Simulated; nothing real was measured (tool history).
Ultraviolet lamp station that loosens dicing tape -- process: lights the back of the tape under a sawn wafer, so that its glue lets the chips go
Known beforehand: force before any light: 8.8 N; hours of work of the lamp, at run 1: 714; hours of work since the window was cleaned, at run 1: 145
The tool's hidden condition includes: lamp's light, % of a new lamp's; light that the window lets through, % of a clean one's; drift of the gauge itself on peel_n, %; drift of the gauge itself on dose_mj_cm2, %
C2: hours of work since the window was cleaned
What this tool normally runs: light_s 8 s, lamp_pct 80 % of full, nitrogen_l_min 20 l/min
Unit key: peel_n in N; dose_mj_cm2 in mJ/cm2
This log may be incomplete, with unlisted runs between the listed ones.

run 1 hour=0 | light_s=8 lamp_pct=80 nitrogen_l_min=20 | hours_of_work_of_the_lamp=714 C2=145 | peel_n=1.292 dose_mj_cm2=162
run 2 hour=41.5 | light_s=8 lamp_pct=80 nitrogen_l_min=20 | hours_of_work_of_the_lamp=741 C2=172 | peel_n=1.322 dose_mj_cm2=161
run 3 hour=65.7 | light_s=5 lamp_pct=80 nitrogen_l_min=20 | hours_of_work_of_the_lamp=757 C2=188 | peel_n=2.658 dose_mj_cm2=98
run 4 hour=92 | light_s=5 lamp_pct=80 nitrogen_l_min=20 | hours_of_work_of_the_lamp=774 C2=206 | peel_n=2.767 dose_mj_cm2=101
run 5 hour=122.4 | light_s=5 lamp_pct=75 nitrogen_l_min=20 | hours_of_work_of_the_lamp=794 C2=225 | peel_n=2.928 dose_mj_cm2=94
run 6 hour=168.2 | light_s=5 lamp_pct=75 nitrogen_l_min=20 | hours_of_work_of_the_lamp=824 C2=255 | peel_n=2.994 dose_mj_cm2=87
run 7 hour=212.5 | light_s=8 lamp_pct=80 nitrogen_l_min=20 | hours_of_work_of_the_lamp=853 C2=284 | peel_n=1.465 dose_mj_cm2=149
run 8 hour=258.5 | light_s=8 lamp_pct=80 nitrogen_l_min=20 | hours_of_work_of_the_lamp=883 C2=314 | peel_n=1.523 dose_mj_cm2=144
-- hour=289.5 window cleaned of glue's vapour
run 9 hour=305.3 | light_s=8 lamp_pct=80 nitrogen_l_min=20 | hours_of_work_of_the_lamp=914 C2=10 | peel_n=1.641 dose_mj_cm2=142
run 10 hour=357.9 | light_s=8 lamp_pct=80 nitrogen_l_min=20 | hours_of_work_of_the_lamp=948 C2=45 | peel_n=1.672 dose_mj_cm2=139
run 11 hour=386.6 | light_s=8 lamp_pct=80 nitrogen_l_min=20 | hours_of_work_of_the_lamp=967 C2=64 | peel_n=1.719 dose_mj_cm2=137
run 12 hour=429 | light_s=8 lamp_pct=80 nitrogen_l_min=20 | hours_of_work_of_the_lamp=995 C2=91 | peel_n=1.673 dose_mj_cm2=138
run 13 hour=481.6 | light_s=8 lamp_pct=92 nitrogen_l_min=20 | hours_of_work_of_the_lamp=1029 C2=126 | peel_n=1.453 dose_mj_cm2=151
run 14 hour=530.9 | light_s=8 lamp_pct=92 nitrogen_l_min=20 | hours_of_work_of_the_lamp=1061 C2=158 | peel_n=1.475 dose_mj_cm2=150
run 15 hour=558.4 | light_s=6 lamp_pct=92 nitrogen_l_min=20 | hours_of_work_of_the_lamp=1079 C2=176 | peel_n=2.337 dose_mj_cm2=111
run 16 hour=583.5 | light_s=8 lamp_pct=80 nitrogen_l_min=8 | hours_of_work_of_the_lamp=1096 C2=192 | peel_n=2.531 dose_mj_cm2=128
-- hour=616.2 window cleaned of glue's vapour, once more
run 17 hour=626.2 | light_s=8 lamp_pct=80 nitrogen_l_min=8 | hours_of_work_of_the_lamp=1123 C2=6 | peel_n=1.966 dose_mj_cm2=148
run 18 hour=680 | light_s=8 lamp_pct=80 nitrogen_l_min=8 | hours_of_work_of_the_lamp=1158 C2=42 | peel_n=2.028 dose_mj_cm2=148
run 19 hour=708.8 | light_s=8 lamp_pct=73 nitrogen_l_min=30 | hours_of_work_of_the_lamp=1177 C2=61 | peel_n=1.552 dose_mj_cm2=133
run 20 hour=761.4 | light_s=8 lamp_pct=73 nitrogen_l_min=30 | hours_of_work_of_the_lamp=1212 C2=95 | peel_n=1.622 dose_mj_cm2=129
run 21 hour=812.3 | light_s=8 lamp_pct=73 nitrogen_l_min=30 | hours_of_work_of_the_lamp=1245 C2=128 | peel_n=1.619 dose_mj_cm2=129
run 22 hour=840.1 | light_s=14 lamp_pct=65 nitrogen_l_min=20 | hours_of_work_of_the_lamp=1263 C2=146 | peel_n=0.838 dose_mj_cm2=199
run 23 hour=867.9 | light_s=9 lamp_pct=75 nitrogen_l_min=16 | hours_of_work_of_the_lamp=1281 C2=165 | peel_n=1.597 dose_mj_cm2=146
run 24 hour=898.7 | light_s=9 lamp_pct=92 nitrogen_l_min=7 | hours_of_work_of_the_lamp=1301 C2=185 | peel_n=1.629 dose_mj_cm2=180
run 25 hour=941.7 | light_s=7 lamp_pct=88 nitrogen_l_min=19 | hours_of_work_of_the_lamp=1329 C2=213 | peel_n=1.964 dose_mj_cm2=132
run 26 hour=975 | light_s=5 lamp_pct=68 nitrogen_l_min=20 | hours_of_work_of_the_lamp=1351 C2=235 | peel_n=3.67 dose_mj_cm2=70
run 27 hour=1002.8 | light_s=5 lamp_pct=80 nitrogen_l_min=24 | hours_of_work_of_the_lamp=1369 C2=253 | peel_n=3.047 dose_mj_cm2=82
run 28 hour=1038.2 | light_s=5 lamp_pct=68 nitrogen_l_min=24 | hours_of_work_of_the_lamp=1393 C2=276 | peel_n=3.682 dose_mj_cm2=71
run 29 hour=1090 | light_s=5 lamp_pct=63 nitrogen_l_min=6 | hours_of_work_of_the_lamp=1426 C2=310 | peel_n=4.933 dose_mj_cm2=61
run 30 hour=1114.5 | light_s=9 lamp_pct=94 nitrogen_l_min=6 | hours_of_work_of_the_lamp=1443 C2=326 | peel_n=1.93 dose_mj_cm2=163
-- hour=1126 window cleaned of glue's vapour
run 31 hour=1151.2 | light_s=8 lamp_pct=81 nitrogen_l_min=38 | hours_of_work_of_the_lamp=1466 C2=16 | peel_n=1.425 dose_mj_cm2=140
run 32 hour=1190.4 | light_s=13 lamp_pct=70 nitrogen_l_min=9 | hours_of_work_of_the_lamp=1492 C2=42 | peel_n=1.279 dose_mj_cm2=191

Results per run with the tool's hidden condition removed, run-to-run variation unchanged:
run=1 peel_n=0.829 dose_mj_cm2=203
run=2 peel_n=0.823 dose_mj_cm2=205
run=3 peel_n=1.915 dose_mj_cm2=126
run=4 peel_n=1.969 dose_mj_cm2=130
run=5 peel_n=2.101 dose_mj_cm2=123
run=6 peel_n=2.11 dose_mj_cm2=116
run=7 peel_n=0.821 dose_mj_cm2=202
run=8 peel_n=0.831 dose_mj_cm2=199
run=9 peel_n=0.838 dose_mj_cm2=203
run=10 peel_n=0.831 dose_mj_cm2=203
run=11 peel_n=0.84 dose_mj_cm2=202
run=12 peel_n=0.796 dose_mj_cm2=205
run=13 peel_n=0.621 dose_mj_cm2=232
run=14 peel_n=0.606 dose_mj_cm2=233
run=15 peel_n=1.133 dose_mj_cm2=175
run=16 peel_n=1.247 dose_mj_cm2=203
run=17 peel_n=1.234 dose_mj_cm2=198
run=18 peel_n=1.238 dose_mj_cm2=201
run=19 peel_n=0.864 dose_mj_cm2=183
run=20 peel_n=0.874 dose_mj_cm2=180
run=21 peel_n=0.85 dose_mj_cm2=183
run=22 peel_n=0.37 dose_mj_cm2=286
run=23 peel_n=0.804 dose_mj_cm2=212
run=24 peel_n=0.792 dose_mj_cm2=263
run=25 peel_n=0.965 dose_mj_cm2=197
run=26 peel_n=2.381 dose_mj_cm2=106
run=27 peel_n=1.79 dose_mj_cm2=125
run=28 peel_n=2.308 dose_mj_cm2=109
run=29 peel_n=3.527 dose_mj_cm2=98
run=30 peel_n=0.827 dose_mj_cm2=262
run=31 peel_n=0.654 dose_mj_cm2=206
run=32 peel_n=0.55 dose_mj_cm2=287
